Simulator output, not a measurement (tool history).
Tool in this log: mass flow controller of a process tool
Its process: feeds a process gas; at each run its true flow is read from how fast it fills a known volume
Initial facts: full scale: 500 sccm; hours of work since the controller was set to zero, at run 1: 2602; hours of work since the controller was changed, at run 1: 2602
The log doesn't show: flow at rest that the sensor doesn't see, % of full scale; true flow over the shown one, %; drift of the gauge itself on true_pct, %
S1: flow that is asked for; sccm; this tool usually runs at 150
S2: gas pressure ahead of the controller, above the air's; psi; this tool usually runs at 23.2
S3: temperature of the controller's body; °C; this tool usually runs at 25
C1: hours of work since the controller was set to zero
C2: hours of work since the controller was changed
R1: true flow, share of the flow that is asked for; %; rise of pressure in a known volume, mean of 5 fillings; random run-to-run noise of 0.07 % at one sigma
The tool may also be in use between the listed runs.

Run 1, day 0.000: usual settings; C1 2602; C2 2602. Result: R1 98.39 %.
Run 2, day 3.067: usual settings; C1 2658; C2 2658. Result: R1 98.53 %.
Run 3, day 7.029: usual settings; C1 2729; C2 2729. Result: R1 98.32 %.
Run 4, day 9.404: usual settings but S3 28 °C; C1 2773; C2 2773. Result: R1 98.43 %.
Run 5, day 11.404: usual settings but S3 28 °C; C1 2809; C2 2809. Result: R1 98.46 %.
Run 6, day 13.275: usual settings but S3 28 °C; C1 2843; C2 2843. Result: R1 98.45 %.
Run 7, day 15.696: usual settings but S1 222 sccm; C1 2887; C2 2887. Result: R1 98.44 %.
Run 8, day 19.075: usual settings but S2 35.1 psi; C1 2948; C2 2948. Result: R1 98.68 %.
Run 9, day 22.238: usual settings but S2 35.1 psi; C1 3005; C2 3005. Result: R1 98.49 %.
Run 10, day 25.083: usual settings but S2 35.1 psi; C1 3057; C2 3057. Result: R1 98.54 %.
Run 11, day 28.342: usual settings but S2 35.1 psi; C1 3116; C2 3116. Result: R1 98.56 %.
Run 12, day 32.038: usual settings; C1 3183; C2 3183. Result: R1 98.04 %.
Run 13, day 33.896: usual settings but S2 31.6 psi; C1 3217; C2 3217. Result: R1 98.30 %.
Run 14, day 37.229: usual settings but S2 31.6 psi; C1 3277; C2 3277. Result: R1 98.27 %.
Run 15, day 39.708: usual settings but S2 31.6 psi; C1 3322; C2 3322. Result: R1 98.28 %.

Predict the results of run 16:
Run 16, day 43.062: usual settings but S3 40 °C; C1 3383; C2 3383. Result: R1 ?.

{"run 16": {"R1": 98.8}}
Were there no unlogged condition in the tool, this run, its random variation unchanged, would have produced R1 99.42 %.
